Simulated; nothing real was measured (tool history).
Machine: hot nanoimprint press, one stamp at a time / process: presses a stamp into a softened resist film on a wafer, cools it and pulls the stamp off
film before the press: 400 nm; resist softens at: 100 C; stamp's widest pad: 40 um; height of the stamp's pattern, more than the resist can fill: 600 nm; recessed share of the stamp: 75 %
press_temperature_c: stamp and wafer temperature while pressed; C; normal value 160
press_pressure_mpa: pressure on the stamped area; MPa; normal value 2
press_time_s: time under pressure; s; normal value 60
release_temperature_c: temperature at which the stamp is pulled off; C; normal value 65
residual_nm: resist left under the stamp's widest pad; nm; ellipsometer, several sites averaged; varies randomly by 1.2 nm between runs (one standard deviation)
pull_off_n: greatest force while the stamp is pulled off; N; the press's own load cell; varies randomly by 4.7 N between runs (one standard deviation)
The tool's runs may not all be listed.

run	hour	press_temperature_c	press_pressure_mpa	press_time_s	release_temperature_c	residual_nm	pull_off_n
1	0	160	2	60	65	177.9	242
2	23.6	160	2	60	65	178.2	252
3	61.2	160	2	60	65	177.7	250
4	93.8	161	2	60	65	165.6	258
5	112	161	2	60	65	167.7	265
6	133	161	2	60	65	168.1	251
7	167.8	160	2	52	65	184	269
8	188.2	160	2	52	65	184	267
9	213	166	2	60	65	127.8	276
10	230.1	166	1.98	60	65	128.5	280
11	261.6	166	1.98	60	65	127.4	285
12	286.3	166	1.98	60	65	129.4	277
13	319.2	166	1.98	60	65	127.9	297
14	343.4	166	1.98	60	65	126.3	297
15	378.3	160	2	60	65	171.2	313
16	399.9	160	1.31	60	65	213.1	305
17	423.2	160	1.31	60	65	212.9	314
18	459	160	1.31	60	65	211.2	329
19	477.9	160	1.31	60	65	210.6	324
20	496.3	160	3.1	89	65	118.1	327
21	516.2	148	2	60	67	300.8	314
22	549	160	1.27	50	73	227	299

The next listed run, before its measurement:
23	573	160	1.27	50	73	?	?

{"run 23": {"residual_nm": 226.6, "pull_off_n": 299}}
The same run, on a tool lacking any hidden state, would have yielded residual_nm 232.2 nm, pull_off_n 202 N.

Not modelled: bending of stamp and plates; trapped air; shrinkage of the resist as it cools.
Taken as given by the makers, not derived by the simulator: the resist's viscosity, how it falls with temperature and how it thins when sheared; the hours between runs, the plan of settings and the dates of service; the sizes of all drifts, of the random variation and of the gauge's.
